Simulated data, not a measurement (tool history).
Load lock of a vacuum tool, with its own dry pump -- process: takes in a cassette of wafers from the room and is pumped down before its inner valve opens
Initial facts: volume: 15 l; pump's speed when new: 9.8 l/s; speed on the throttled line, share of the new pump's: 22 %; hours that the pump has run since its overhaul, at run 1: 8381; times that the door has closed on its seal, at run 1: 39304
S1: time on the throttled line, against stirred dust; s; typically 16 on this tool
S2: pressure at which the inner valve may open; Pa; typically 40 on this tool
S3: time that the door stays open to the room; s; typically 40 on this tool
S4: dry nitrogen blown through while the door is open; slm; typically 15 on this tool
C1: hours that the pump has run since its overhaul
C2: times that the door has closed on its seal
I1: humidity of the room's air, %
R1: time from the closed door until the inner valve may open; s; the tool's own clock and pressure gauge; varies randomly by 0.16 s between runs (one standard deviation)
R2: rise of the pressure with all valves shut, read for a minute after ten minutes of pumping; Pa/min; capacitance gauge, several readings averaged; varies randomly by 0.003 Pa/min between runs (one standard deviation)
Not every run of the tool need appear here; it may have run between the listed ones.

run	day	S1	S2	S3	S4	C1	C2	I1	R1	R2
1	0.000	16	40	40	15	8381	39304	45.1	24.3	0.034
2	8.946	16	40	40	15	8595	40133	46.1	24.7	0.036
3	24.904	16	53	40	15	8978	41612	46.6	24.4	0.038
4	43.546	16	53	40	15	9426	43339	46.4	24.0	0.040
5	51.562	16	40	40	5	9618	44082	45.8	24.3	0.044
6	64.188	16	40	40	5	9921	45252	47.1	24.6	0.046
# day 72.958: dry pump taken out, an overhauled one fitted
7	77.904	16	40	40	5	119	46499	47.6	24.4	0.043
8	96.942	16	40	40	8	576	48263	42.5	24.4	0.041
9	115.117	16	40	40	8	1012	49948	44.1	24.4	0.040
10	132.492	16	40	40	8	1429	51557	44.2	24.5	0.042
11	146.450	16	40	40	8	1764	52851	44.4	24.3	0.047
12	158.088	16	40	40	8	2043	53929	45.6	24.3	0.039
13	165.829	16	40	125	15	2229	54646	41.4	24.2	0.066
# day 168.100: door's seal changed, seat wiped
14	178.325	16	40	125	15	2527	947	44.8	24.7	0.059
15	190.983	16	52	125	15	2831	2120	43.8	24.1	0.065
16	203.429	16	52	125	15	3130	3273	44.4	24.0	0.064
17	218.442	16	52	125	15	3490	4664	45.8	24.4	0.071
18	234.162	23	52	125	15	3867	6121	43.9	29.7	0.064
19	244.154	23	52	125	15	4107	7047	44.5	29.6	0.058
20	261.033	26	46	34	4	4512	8611	46.1	32.2	0.044
21	270.629	16	57	29	15	4743	9500	43.9	23.9	0.025
22	281.608	16	61	77	15	5006	10517	44.0	24.0	0.052
23	294.688	14	72	237	11	5320	11729	46.4	22.4	0.103
24	303.488	16	40	51	15	5531	12544	48.7	24.5	0.042
25	311.546	16	38	101	15	5725	13291	47.3	24.6	0.059
26	321.088	16	37	44	34	5954	14175	46.6	24.4	0.033
27	336.662	16	40	52	15	6327	15618	48.6	24.2	0.040
28	345.608	10	75	191	30	6542	16447	48.9	18.8	0.069
29	362.258	12	75	138	6	6942	17990	48.5	20.4	0.098
30	379.946	14	40	136	15	7366	19629	46.5	22.8	0.069
31	396.867	12	40	51	10	7772	21196	40.6	21.3	0.041
32	414.096	12	40	51	10	8186	22793	43.5	21.2	0.046
33	426.054	9	40	40	15	8473	23901	42.2	19.0	0.031
34	439.429	12	40	67	26	8794	25140	44.5	21.4	0.038
35	449.929	12	40	67	26	9046	26113	47.4	21.4	0.039

Below are 3 alternative next runs, each starting from the tool's condition after run 35. Predict each:
A	468.350	16	65	125	15	9488	27820	44.8	?	?
B	468.350	12	54	67	32	9488	27820	43.8	?	?
C	468.350	18	33	67	43	9488	27820	47.5	?	?

run	R1	R2
A	23.9	0.067
B	21.2	0.031
C	26.3	0.033
Had the tool no hidden state, the same runs would have come out as:
run	R1	R2
A	23.9	0.066
B	21.2	0.030
C	26.3	0.033

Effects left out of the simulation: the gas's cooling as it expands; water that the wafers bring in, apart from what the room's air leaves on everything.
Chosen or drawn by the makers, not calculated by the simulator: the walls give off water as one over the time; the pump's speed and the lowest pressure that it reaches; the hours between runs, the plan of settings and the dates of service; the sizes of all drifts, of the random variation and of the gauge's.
